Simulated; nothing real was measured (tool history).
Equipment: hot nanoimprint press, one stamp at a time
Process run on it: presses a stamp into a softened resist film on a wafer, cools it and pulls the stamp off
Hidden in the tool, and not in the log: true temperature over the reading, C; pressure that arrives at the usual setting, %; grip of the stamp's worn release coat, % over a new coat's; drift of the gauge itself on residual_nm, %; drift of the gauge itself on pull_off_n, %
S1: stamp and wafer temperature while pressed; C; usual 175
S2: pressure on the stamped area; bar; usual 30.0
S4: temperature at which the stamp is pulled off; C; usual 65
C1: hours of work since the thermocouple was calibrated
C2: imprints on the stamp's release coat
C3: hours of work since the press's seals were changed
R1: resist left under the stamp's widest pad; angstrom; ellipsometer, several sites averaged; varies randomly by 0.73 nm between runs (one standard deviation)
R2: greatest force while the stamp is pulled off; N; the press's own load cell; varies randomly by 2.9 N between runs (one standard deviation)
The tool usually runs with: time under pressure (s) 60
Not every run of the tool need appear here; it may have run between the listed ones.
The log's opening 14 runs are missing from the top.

{"run": 15, "hour": 210.2, "S1": 175, "S2": 30.0, "time under pressure (s)": 33, "S4": 50, "C1": 35, "C2": 248, "C3": 351, "R1": 1354, "R2": 174}
{"hour": 215.1, "done": "plate thermocouple calibrated, once more"}
{"run": 16, "hour": 228.1, "S1": 171, "S2": 30.0, "time under pressure (s)": 60, "S4": 51, "C1": 6, "C2": 279, "C3": 357, "R1": 1339, "R2": 167}
{"run": 17, "hour": 245.8, "S1": 164, "S2": 29.8, "time under pressure (s)": 60, "S4": 51, "C1": 13, "C2": 315, "C3": 365, "R1": 1638, "R2": 175}
{"run": 18, "hour": 259.6, "S1": 169, "S2": 30.0, "time under pressure (s)": 83, "S4": 60, "C1": 19, "C2": 343, "C3": 371, "R1": 1318, "R2": 152}
{"run": 19, "hour": 272.7, "S1": 169, "S2": 30.0, "time under pressure (s)": 83, "S4": 60, "C1": 25, "C2": 370, "C3": 376, "R1": 1325, "R2": 155}
{"run": 20, "hour": 289.6, "S1": 169, "S2": 30.0, "time under pressure (s)": 83, "S4": 60, "C1": 32, "C2": 405, "C3": 384, "R1": 1303, "R2": 159}
{"run": 21, "hour": 305.2, "S1": 169, "S2": 30.0, "time under pressure (s)": 109, "S4": 60, "C1": 39, "C2": 437, "C3": 390, "R1": 1213, "R2": 164}
{"run": 22, "hour": 326.0, "S1": 169, "S2": 27.0, "time under pressure (s)": 103, "S4": 60, "C1": 48, "C2": 479, "C3": 399, "R1": 1287, "R2": 162}
{"run": 23, "hour": 344.5, "S1": 169, "S2": 27.0, "time under pressure (s)": 103, "S4": 60, "C1": 56, "C2": 517, "C3": 407, "R1": 1293, "R2": 165}
{"run": 24, "hour": 362.2, "S1": 175, "S2": 19.3, "time under pressure (s)": 95, "S4": 65, "C1": 63, "C2": 553, "C3": 415, "R1": 1225, "R2": 154}
{"run": 25, "hour": 384.7, "S1": 175, "S2": 19.3, "time under pressure (s)": 95, "S4": 65, "C1": 73, "C2": 599, "C3": 425, "R1": 1230, "R2": 152}
{"run": 26, "hour": 401.1, "S1": 175, "S2": 44.5, "time under pressure (s)": 72, "S4": 65, "C1": 80, "C2": 633, "C3": 432, "R1": 887, "R2": 149}
{"run": 27, "hour": 418.5, "S1": 175, "S2": 44.5, "time under pressure (s)": 72, "S4": 65, "C1": 88, "C2": 668, "C3": 439, "R1": 890, "R2": 153}
{"run": 28, "hour": 429.7, "S1": 185, "S2": 44.5, "time under pressure (s)": 74, "S4": 71, "C1": 92, "C2": 691, "C3": 444, "R1": 591, "R2": 145}
{"run": 29, "hour": 445.7, "S1": 174, "S2": 44.5, "time under pressure (s)": 47, "S4": 71, "C1": 99, "C2": 724, "C3": 451, "R1": 1076, "R2": 141}
{"run": 30, "hour": 465.9, "S1": 174, "S2": 44.5, "time under pressure (s)": 47, "S4": 71, "C1": 108, "C2": 766, "C3": 460, "R1": 1085, "R2": 140}

Each row is a separate what-if for the run after 30, all from the same tool condition, not one after another. Results?
{"run": "A", "hour": 477.1, "S1": 175, "S2": 34.4, "time under pressure (s)": 60, "S4": 65, "C1": 113, "C2": 789, "C3": 465, "R1": "?", "R2": "?"}
{"run": "B", "hour": 477.1, "S1": 175, "S2": 30.0, "time under pressure (s)": 60, "S4": 52, "C1": 113, "C2": 789, "C3": 465, "R1": "?", "R2": "?"}
{"run": "C", "hour": 477.1, "S1": 177, "S2": 44.5, "time under pressure (s)": 47, "S4": 57, "C1": 113, "C2": 789, "C3": 465, "R1": "?", "R2": "?"}
{"run": "D", "hour": 477.1, "S1": 174, "S2": 19.0, "time under pressure (s)": 47, "S4": 71, "C1": 113, "C2": 789, "C3": 465, "R1": "?", "R2": "?"}

run=A R1=1081 R2=153
run=B R1=1147 R2=173
run=C R1=951 R2=170
run=D R1=1525 R2=152
Without the tool's unlogged condition, the same runs would have read:
run=A R1=1084 R2=138
run=B R1=1151 R2=156
run=C R1=950 R2=153
run=D R1=1534 R2=138
